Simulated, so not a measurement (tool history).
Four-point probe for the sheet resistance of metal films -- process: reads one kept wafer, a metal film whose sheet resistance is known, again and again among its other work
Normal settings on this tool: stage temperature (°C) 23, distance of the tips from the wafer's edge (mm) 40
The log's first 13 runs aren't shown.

run   hour  stage temperature (°C)  distance of the tips from the wafer's edge (mm)  touches since the probe head was changed  hours of work since the stage's thermometer was calibrated  sheet resistance as the instrument gives it (ohm/square)
 14  158.0                      23                                               40                                      7585                                                         286                                                  3.161733
 15  173.3                      23                                               40                                      7955                                                         294                                                  3.161498
 16  182.3                      23                                               40                                      8173                                                         298                                                  3.160673
 17  195.4                      23                                               40                                      8491                                                         305                                                  3.160393
     197.3  -- stage's thermometer calibrated
 18  211.1                      20                                               36                                      8858                                                           7                                                  3.166260
 19  226.8                      20                                               36                                      9239                                                          15                                                  3.165505
     233.1  -- stage's thermometer calibrated, once more
 20  241.2                      19                                               10                                      9577                                                           4                                                  3.192006
 21  256.4                      30                                               55                                      9945                                                          12                                                  3.149131
 22  265.1                      32                                               47                                     10155                                                          16                                                  3.145266
 23  276.1                      32                                               47                                     10422                                                          22                                                  3.146369
 24  282.8                      29                                               53                                     10585                                                          25                                                  3.151367
 25  293.7                      29                                               53                                     10847                                                          30                                                  3.149737
 26  308.6                      19                                                4                                     11209                                                          38                                                  3.327039
 27  321.8                      23                                               52                                     11530                                                          44                                                  3.159810
 28  337.3                      24                                                7                                     11904                                                          52                                                  3.211561
 29  344.9                      24                                                3                                     12088                                                          56                                                  3.431616
 30  358.7                      24                                                3                                     12422                                                          63                                                  3.430964
 31  368.3                      24                                               23                                     12655                                                          68                                                  3.160665
 32  376.0                      24                                               23                                     12841                                                          71                                                  3.162080

Predict each of these 3 candidate next runs independently; none follows another, all start after run 32:
  A  388.0                      35                                               68                                     13132                                                          77                                                         ?
  B  388.0                      24                                                4                                     13132                                                          77                                                         ?
  C  388.0                      33                                                5                                     13132                                                          77                                                         ?

run  sheet resistance as the instrument gives it (ohm/square)
  A                                                  3.141192
  B                                                  3.319638
  C                                                  3.248533
What these runs would have given with no unlogged condition in the tool:
run  sheet resistance as the instrument gives it (ohm/square)
  A                                                  3.152659
  B                                                  3.331689
  C                                                  3.260357
